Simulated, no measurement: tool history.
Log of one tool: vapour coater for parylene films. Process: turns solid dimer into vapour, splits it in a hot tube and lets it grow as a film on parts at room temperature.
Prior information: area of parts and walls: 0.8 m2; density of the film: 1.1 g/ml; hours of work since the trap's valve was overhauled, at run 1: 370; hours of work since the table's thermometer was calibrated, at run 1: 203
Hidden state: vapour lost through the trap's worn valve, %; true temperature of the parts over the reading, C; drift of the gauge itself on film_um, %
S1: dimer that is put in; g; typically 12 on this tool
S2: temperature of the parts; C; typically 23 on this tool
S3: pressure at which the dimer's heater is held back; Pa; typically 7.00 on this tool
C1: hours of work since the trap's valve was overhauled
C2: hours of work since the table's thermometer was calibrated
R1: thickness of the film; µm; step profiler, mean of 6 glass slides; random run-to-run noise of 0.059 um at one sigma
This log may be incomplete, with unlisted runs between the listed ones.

| run | day | S1 | S2 | S3 | C1 | C2 | R1 |
|---|---|---|---|---|---|---|---|
| 1 | 0.000 | 12 | 23 | 7.00 | 370 | 203 | 6.05 |
| 2 | 1.308 | 12 | 23 | 7.00 | 384 | 217 | 6.05 |
| 3 | 2.142 | 12 | 23 | 7.00 | 393 | 226 | 5.97 |
| 4 | 3.796 | 12 | 23 | 7.00 | 411 | 244 | 5.96 |
| 5 | 5.075 | 12 | 23 | 7.00 | 425 | 258 | 5.98 |
| 6 | 6.112 | 12 | 33 | 7.00 | 436 | 269 | 4.74 |
| 7 | 7.458 | 12 | 23 | 7.00 | 450 | 283 | 5.90 |
| 8 | 8.258 | 12 | 23 | 7.00 | 459 | 292 | 5.91 |
| 9 | 8.958 | 12 | 32 | 7.00 | 466 | 299 | 4.82 |
| 10 | 10.667 | 12 | 32 | 7.00 | 484 | 317 | 4.79 |
| 11 | 11.788 | 12 | 32 | 7.00 | 496 | 329 | 4.71 |
| 12 | 13.404 | 12 | 32 | 7.00 | 514 | 347 | 4.74 |
| 13 | 14.129 | 12 | 32 | 7.00 | 521 | 354 | 4.65 |
|  | 14.608 | trap's valve overhauled |
| 14 | 15.300 | 11 | 32 | 7.00 | 7 | 365 | 5.08 |
| 15 | 16.008 | 9 | 22 | 3.07 | 15 | 373 | 6.21 |
| 16 | 16.779 | 12 | 16 | 3.07 | 23 | 381 | 9.52 |
| 17 | 17.671 | 12 | 16 | 3.07 | 33 | 390 | 9.44 |
| 18 | 18.671 | 12 | 23 | 2.93 | 43 | 401 | 8.21 |
| 19 | 19.383 | 22 | 23 | 2.38 | 51 | 409 | 15.68 |
| 20 | 20.162 | 5 | 23 | 3.44 | 59 | 417 | 3.27 |
| 21 | 21.279 | 5 | 23 | 3.44 | 71 | 429 | 3.24 |

3 options for the next run, each taken on its own from the tool as it stands now. Forecast them:
| A | 22.662 | 9 | 23 | 5.54 | 86 | 444 | ? |
| B | 22.662 | 5 | 31 | 3.44 | 86 | 444 | ? |
| C | 22.662 | 7 | 24 | 7.46 | 86 | 444 | ? |

| run | R1 |
|---|---|
| A | 5.28 |
| B | 2.71 |
| C | 3.67 |
What these runs would have given with no unlogged condition in the tool:
| run | R1 |
|---|---|
| A | 5.48 |
| B | 2.81 |
| C | 3.81 |

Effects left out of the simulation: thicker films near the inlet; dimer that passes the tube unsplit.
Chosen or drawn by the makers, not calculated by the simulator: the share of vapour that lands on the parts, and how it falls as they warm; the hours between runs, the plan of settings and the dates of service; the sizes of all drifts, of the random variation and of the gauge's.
